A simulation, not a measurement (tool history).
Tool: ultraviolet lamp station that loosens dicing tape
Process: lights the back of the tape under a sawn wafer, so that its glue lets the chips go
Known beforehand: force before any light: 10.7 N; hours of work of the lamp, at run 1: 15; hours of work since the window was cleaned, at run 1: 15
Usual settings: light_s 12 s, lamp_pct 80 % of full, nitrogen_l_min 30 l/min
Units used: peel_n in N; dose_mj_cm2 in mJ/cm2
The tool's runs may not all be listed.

run   hour  light_s  lamp_pct  nitrogen_l_min  hours of work of the lamp  hours of work since the window was cleaned  peel_n  dose_mj_cm2
  1      0       12        80              30                         15                                          15   0.503          304
  2   19.2       12        80              30                         27                                          27   0.521          305
  3     39       12        80              12                         40                                          40   1.281          295
  4   49.8       11        80              30                         46                                          46   0.689          271
  5   60.4       12        80              30                         53                                          53    0.54          295
  6   78.2       12        82              30                         65                                          65   0.517          296
  7   87.6       12        80              30                         71                                          71   0.587          288
  8  100.1       12        80              30                         79                                          79   0.558          286
  9  110.1       12        80              30                         85                                          85   0.572          285
 10  122.8       12        80              30                         93                                          93   0.595          284
 11  135.4       10        80              30                        101                                         101   0.974          236
     137.8  -- window cleaned of glue's vapour
 12  148.4        9        80              30                        109                                           7    1.24          210
 13  162.9        9        80              30                        119                                          16    1.29          204
 14  180.1        9        80              30                        130                                          27   1.337          204
 15  191.3        9        80              30                        137                                          34   1.357          204
 16  203.3       12        80              30                        145                                          42    0.69          268

Run 17 is up next; what results do you expect?
 17  224.9       19        87              30                        159                                          56       ?            ?

Run 17 measured peel_n 0.147 N, dose_mj_cm2 453 mJ/cm2.
Minus the tool's unlogged condition, the same run would have read peel_n 0.092 N, dose_mj_cm2 534 mJ/cm2.

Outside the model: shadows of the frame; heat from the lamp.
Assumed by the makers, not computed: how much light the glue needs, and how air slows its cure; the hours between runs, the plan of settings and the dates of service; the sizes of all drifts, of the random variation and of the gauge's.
